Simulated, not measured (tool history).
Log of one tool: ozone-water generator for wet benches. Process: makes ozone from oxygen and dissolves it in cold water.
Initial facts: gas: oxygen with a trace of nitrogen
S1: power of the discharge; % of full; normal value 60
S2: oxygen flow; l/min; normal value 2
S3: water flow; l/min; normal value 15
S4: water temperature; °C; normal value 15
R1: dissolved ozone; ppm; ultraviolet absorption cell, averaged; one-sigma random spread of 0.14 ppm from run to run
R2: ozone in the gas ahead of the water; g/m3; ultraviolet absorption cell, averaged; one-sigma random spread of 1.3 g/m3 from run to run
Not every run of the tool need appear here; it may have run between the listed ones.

run 1 hour=0 | S1=60 S2=2 S3=15 S4=15 | R1=15.4 R2=233.2
run 2 hour=89.7 | S1=60 S2=2 S3=15 S4=15 | R1=15.4 R2=233.5
run 3 hour=132.9 | S1=60 S2=2 S3=15 S4=15 | R1=15.3 R2=231
run 4 hour=199.5 | S1=60 S2=2 S3=15 S4=15 | R1=15.4 R2=235.2
run 5 hour=282.5 | S1=60 S2=2 S3=15 S4=15 | R1=15.4 R2=233.6
run 6 hour=365.1 | S1=60 S2=2 S3=15 S4=15 | R1=15.3 R2=231.8
run 7 hour=461 | S1=60 S2=2 S3=15 S4=15 | R1=15.3 R2=232.8
run 8 hour=540.9 | S1=60 S2=2 S3=15 S4=15 | R1=15.4 R2=233.4
run 9 hour=635.4 | S1=60 S2=2 S3=15 S4=15 | R1=15.4 R2=230.9
run 10 hour=700.8 | S1=60 S2=2 S3=15 S4=15 | R1=15.2 R2=231.5
-- hour=719.1 water thermometer calibrated
run 11 hour=749 | S1=60 S2=2 S3=15 S4=15 | R1=15.3 R2=231.5
run 12 hour=845.7 | S1=51 S2=2 S3=15 S4=15 | R1=13.5 R2=205.7
run 13 hour=935.9 | S1=60 S2=2 S3=15 S4=15 | R1=15.2 R2=232.7
run 14 hour=996.9 | S1=60 S2=2 S3=20 S4=15 | R1=10.9 R2=232.8
run 15 hour=1077 | S1=60 S2=2 S3=15 S4=15 | R1=15.6 R2=231.6
run 16 hour=1120.9 | S1=60 S2=2 S3=15 S4=15 | R1=15.2 R2=233.5
run 17 hour=1204.3 | S1=60 S2=2 S3=15 S4=15 | R1=15.2 R2=233.4
run 18 hour=1255.6 | S1=60 S2=2 S3=15 S4=10 | R1=15.9 R2=231
run 19 hour=1348.7 | S1=81 S2=2.12 S3=10 S4=10 | R1=31.8 R2=283.6
run 20 hour=1446.2 | S1=53 S2=2 S3=15 S4=15 | R1=13.9 R2=208.7
run 21 hour=1515.7 | S1=62 S2=2.38 S3=12 S4=17 | R1=20.6 R2=222.9
run 22 hour=1593.4 | S1=62 S2=2.38 S3=12 S4=17 | R1=20.7 R2=223.3
run 23 hour=1670.8 | S1=62 S2=2.38 S3=12 S4=17 | R1=20.6 R2=223.5
run 24 hour=1764 | S1=62 S2=2.38 S3=12 S4=17 | R1=20.4 R2=221.7
run 25 hour=1837.9 | S1=62 S2=2.38 S3=12 S4=17 | R1=20.5 R2=223.1
run 26 hour=1908.1 | S1=99 S2=1.22 S3=20 S4=8 | R1=12.8 R2=392.8
run 27 hour=1966.1 | S1=99 S2=1.22 S3=20 S4=8 | R1=12.9 R2=392
run 28 hour=2051 | S1=56 S2=2 S3=15 S4=15 | R1=14.4 R2=221
run 29 hour=2113.1 | S1=56 S2=2 S3=15 S4=15 | R1=14.4 R2=216.5
run 30 hour=2166.9 | S1=56 S2=2 S3=15 S4=15 | R1=14.5 R2=216.9
run 31 hour=2214.9 | S1=47 S2=2.65 S3=17 S4=9 | R1=12.9 R2=172.9
run 32 hour=2299.4 | S1=76 S2=2.65 S3=17 S4=13 | R1=18.3 R2=250.8

Forecast each of these 3 alternatives for the next run:
run A hour=2377.4 | S1=51 S2=2.65 S3=15 S4=13 | R1=? R2=?
run B hour=2377.4 | S1=51 S2=2.65 S3=11 S4=13 | R1=? R2=?
run C hour=2377.4 | S1=76 S2=3.35 S3=20 S4=13 | R1=? R2=?

run=A R1=15.5 R2=185.7
run=B R1=21 R2=183.4
run=C R1=16.9 R2=231.3
What these runs would have given with no unlogged condition in the tool:
run=A R1=15.5 R2=190.5
run=B R1=21 R2=188.1
run=C R1=17 R2=237.3

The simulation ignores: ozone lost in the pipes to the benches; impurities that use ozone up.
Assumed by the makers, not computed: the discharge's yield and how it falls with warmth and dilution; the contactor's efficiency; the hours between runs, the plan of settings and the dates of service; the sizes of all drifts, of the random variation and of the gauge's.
